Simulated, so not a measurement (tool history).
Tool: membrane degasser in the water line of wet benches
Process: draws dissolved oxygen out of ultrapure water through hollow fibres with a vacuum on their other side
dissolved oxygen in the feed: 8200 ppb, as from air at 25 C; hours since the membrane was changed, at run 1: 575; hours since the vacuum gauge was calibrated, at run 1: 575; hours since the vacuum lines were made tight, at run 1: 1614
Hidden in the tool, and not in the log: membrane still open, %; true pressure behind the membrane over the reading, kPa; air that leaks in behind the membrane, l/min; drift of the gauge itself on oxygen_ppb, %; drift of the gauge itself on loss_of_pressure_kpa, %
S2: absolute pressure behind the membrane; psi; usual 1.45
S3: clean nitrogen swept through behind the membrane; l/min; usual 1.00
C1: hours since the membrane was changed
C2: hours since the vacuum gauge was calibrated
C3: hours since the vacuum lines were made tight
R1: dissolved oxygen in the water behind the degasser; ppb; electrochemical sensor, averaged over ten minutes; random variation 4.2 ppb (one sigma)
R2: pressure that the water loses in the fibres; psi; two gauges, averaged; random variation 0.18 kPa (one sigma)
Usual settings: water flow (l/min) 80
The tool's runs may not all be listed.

run 1 hour=0.0 | water_flow_(l/min)=80 S2=1.45 S3=1.00 | C1=575 C2=575 C3=1614 | R1=851.5 R2=4.882
run 2 hour=36.7 | water_flow_(l/min)=80 S2=1.45 S3=1.00 | C1=611 C2=611 C3=1651 | R1=859.6 R2=4.908
run 3 hour=72.5 | water_flow_(l/min)=80 S2=1.45 S3=1.00 | C1=647 C2=647 C3=1687 | R1=857.8 R2=4.902
run 4 hour=96.8 | water_flow_(l/min)=80 S2=1.45 S3=1.00 | C1=672 C2=672 C3=1711 | R1=859.6 R2=4.888
run 5 hour=146.5 | water_flow_(l/min)=80 S2=1.61 S3=1.00 | C1=721 C2=721 C3=1761 | R1=981.8 R2=4.924
run 6 hour=195.2 | water_flow_(l/min)=80 S2=3.54 S3=1.00 | C1=770 C2=770 C3=1810 | R1=2276.5 R2=4.846
run 7 hour=221.4 | water_flow_(l/min)=80 S2=3.54 S3=1.00 | C1=796 C2=796 C3=1836 | R1=2278.8 R2=4.930
run 8 hour=244.4 | water_flow_(l/min)=80 S2=1.45 S3=1.00 | C1=819 C2=819 C3=1859 | R1=859.9 R2=4.872
run 9 hour=291.5 | water_flow_(l/min)=80 S2=1.45 S3=1.87 | C1=866 C2=866 C3=1906 | R1=560.2 R2=4.925
run 10 hour=316.2 | water_flow_(l/min)=80 S2=1.45 S3=1.87 | C1=891 C2=891 C3=1931 | R1=558.5 R2=4.882
-- hour=319.5 vacuum gauge calibrated
run 11 hour=347.8 | water_flow_(l/min)=114 S2=1.74 S3=0.46 | C1=922 C2=28 C3=1962 | R1=1928.6 R2=6.988
run 12 hour=384.2 | water_flow_(l/min)=62 S2=1.73 S3=0.43 | C1=959 C2=65 C3=1998 | R1=1481.7 R2=3.774
run 13 hour=431.8 | water_flow_(l/min)=62 S2=1.73 S3=0.43 | C1=1006 C2=112 C3=2046 | R1=1494.7 R2=3.799
run 14 hour=476.9 | water_flow_(l/min)=51 S2=1.45 S3=1.15 | C1=1051 C2=157 C3=2091 | R1=567.8 R2=3.114
-- hour=484.8 vacuum gauge calibrated, once more
run 15 hour=513.3 | water_flow_(l/min)=51 S2=1.45 S3=1.15 | C1=1087 C2=28 C3=2127 | R1=558.2 R2=3.121
run 16 hour=564.1 | water_flow_(l/min)=51 S2=1.45 S3=1.15 | C1=1138 C2=79 C3=2178 | R1=562.2 R2=3.120
run 17 hour=606.3 | water_flow_(l/min)=98 S2=1.45 S3=0.50 | C1=1180 C2=121 C3=2220 | R1=1391.3 R2=6.026
run 18 hour=652.2 | water_flow_(l/min)=80 S2=3.21 S3=1.15 | C1=1226 C2=167 C3=2266 | R1=1911.0 R2=4.918
run 19 hour=696.1 | water_flow_(l/min)=110 S2=1.45 S3=1.00 | C1=1270 C2=211 C3=2310 | R1=1057.5 R2=6.727

Forecast each of these 4 alternatives for the next run:
run A hour=721.5 | water_flow_(l/min)=62 S2=1.45 S3=1.00 | C1=1295 C2=237 C3=2335 | R1=? R2=?
run B hour=721.5 | water_flow_(l/min)=112 S2=1.35 S3=2.34 | C1=1295 C2=237 C3=2335 | R1=? R2=?
run C hour=721.5 | water_flow_(l/min)=61 S2=1.45 S3=1.00 | C1=1295 C2=237 C3=2335 | R1=? R2=?
run D hour=721.5 | water_flow_(l/min)=71 S2=2.45 S3=2.34 | C1=1295 C2=237 C3=2335 | R1=? R2=?

run=A R1=724.4 R2=3.800
run=B R1=563.3 R2=6.901
run=C R1=708.0 R2=3.743
run=D R1=810.6 R2=4.353
Without the tool's hidden state the same runs would have given:
run=A R1=725.1 R2=3.772
run=B R1=562.8 R2=6.850
run=C R1=708.6 R2=3.716
run=D R1=810.5 R2=4.321
